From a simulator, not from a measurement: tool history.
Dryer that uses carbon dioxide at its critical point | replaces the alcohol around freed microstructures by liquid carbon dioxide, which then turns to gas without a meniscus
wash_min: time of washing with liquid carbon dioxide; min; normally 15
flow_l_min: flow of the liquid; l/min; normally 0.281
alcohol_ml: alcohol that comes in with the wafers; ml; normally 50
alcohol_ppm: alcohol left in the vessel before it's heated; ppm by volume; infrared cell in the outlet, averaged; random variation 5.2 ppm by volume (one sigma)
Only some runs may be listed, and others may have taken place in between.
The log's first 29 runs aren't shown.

run 30 hour=584.3 | wash_min=10 flow_l_min=0.454 alcohol_ml=55 | alcohol_ppm=145
run 31 hour=598.4 | wash_min=10 flow_l_min=0.175 alcohol_ml=29 | alcohol_ppm=4113
run 32 hour=615.9 | wash_min=10 flow_l_min=0.175 alcohol_ml=29 | alcohol_ppm=4205
run 33 hour=636.8 | wash_min=23 flow_l_min=0.296 alcohol_ml=21 | alcohol_ppm=87
run 34 hour=658.6 | wash_min=15 flow_l_min=0.241 alcohol_ml=35 | alcohol_ppm=389
run 35 hour=683.9 | wash_min=18 flow_l_min=0.232 alcohol_ml=32 | alcohol_ppm=220
run 36 hour=696 | wash_min=13 flow_l_min=0.414 alcohol_ml=30 | alcohol_ppm=110
run 37 hour=720.8 | wash_min=16 flow_l_min=0.307 alcohol_ml=60 | alcohol_ppm=168
-- hour=735.9 inlet filter changed
run 38 hour=737.4 | wash_min=16 flow_l_min=0.307 alcohol_ml=60 | alcohol_ppm=120
run 39 hour=753.2 | wash_min=16 flow_l_min=0.307 alcohol_ml=60 | alcohol_ppm=123
run 40 hour=778.6 | wash_min=16 flow_l_min=0.307 alcohol_ml=60 | alcohol_ppm=125
run 41 hour=797.3 | wash_min=16 flow_l_min=0.309 alcohol_ml=60 | alcohol_ppm=131
run 42 hour=823.7 | wash_min=11 flow_l_min=0.402 alcohol_ml=118 | alcohol_ppm=250
run 43 hour=847.9 | wash_min=14 flow_l_min=0.205 alcohol_ml=72 | alcohol_ppm=1679
run 44 hour=866.5 | wash_min=14 flow_l_min=0.205 alcohol_ml=72 | alcohol_ppm=1822
run 45 hour=885.4 | wash_min=14 flow_l_min=0.205 alcohol_ml=72 | alcohol_ppm=1904
run 46 hour=908.7 | wash_min=18 flow_l_min=0.187 alcohol_ml=50 | alcohol_ppm=754
run 47 hour=930.9 | wash_min=14 flow_l_min=0.33 alcohol_ml=61 | alcohol_ppm=205

Predict each of these 4 candidate next runs independently; none follows another, all start after run 47:
run A hour=949.4 | wash_min=14 flow_l_min=0.33 alcohol_ml=38 | alcohol_ppm=?
run B hour=949.4 | wash_min=14 flow_l_min=0.33 alcohol_ml=72 | alcohol_ppm=?
run C hour=949.4 | wash_min=10 flow_l_min=0.33 alcohol_ml=61 | alcohol_ppm=?
run D hour=949.4 | wash_min=10 flow_l_min=0.33 alcohol_ml=61 | alcohol_ppm=?

run=A alcohol_ppm=167
run=B alcohol_ppm=218
run=C alcohol_ppm=910
run=D alcohol_ppm=902
With no hidden state in the tool, these same runs would have given:
run=A alcohol_ppm=33
run=B alcohol_ppm=44
run=C alcohol_ppm=422
run=D alcohol_ppm=417
